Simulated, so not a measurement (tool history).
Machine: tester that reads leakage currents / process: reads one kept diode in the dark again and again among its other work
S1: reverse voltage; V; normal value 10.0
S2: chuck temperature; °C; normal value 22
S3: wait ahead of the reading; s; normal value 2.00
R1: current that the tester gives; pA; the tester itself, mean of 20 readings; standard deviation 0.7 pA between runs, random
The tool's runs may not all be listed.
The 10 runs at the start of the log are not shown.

run	hour	S1	S2	S3	R1
11	401.3	16.3	22	2.00	347.28
12	449.0	1.2	22	2.00	73.16
# hour 465.6: probe card cleaned and baked
13	496.3	10.0	33	2.00	568.33
14	546.8	10.0	33	2.00	571.28
15	589.4	10.0	33	2.00	572.31
16	642.0	10.0	33	2.00	574.63
17	670.2	10.0	23	2.00	271.42
18	718.5	10.0	23	2.00	272.95
19	744.7	1.7	22	2.00	89.60
20	791.6	10.0	22	2.00	253.57
21	831.7	2.0	33	1.11	227.57
22	861.9	2.0	33	1.11	227.46
23	906.0	12.9	56	0.96	3196.20
24	948.1	12.9	56	0.96	3192.18
25	993.0	8.5	22	2.00	235.47
26	1034.3	10.0	50	1.86	1887.03
27	1082.0	10.0	50	2.05	1878.49
28	1109.2	1.2	40	1.77	280.72
29	1145.8	1.2	28	5.54	118.75
30	1170.2	2.8	41	0.64	497.88
31	1228.2	1.0	29	0.41	115.68
32	1261.6	3.4	33	2.00	318.14
33	1316.8	13.1	28	2.00	488.71
34	1370.0	13.1	22	1.11	309.00
35	1399.1	10.0	24	2.00	309.02

Run 36, settings as shown, results not yet in. Your forecast:
36	1445.0	10.0	24	2.00	?

{"run 36": {"R1": 308.77}}
Without the tool's hidden state the same run would have given R1 270.44 pA.
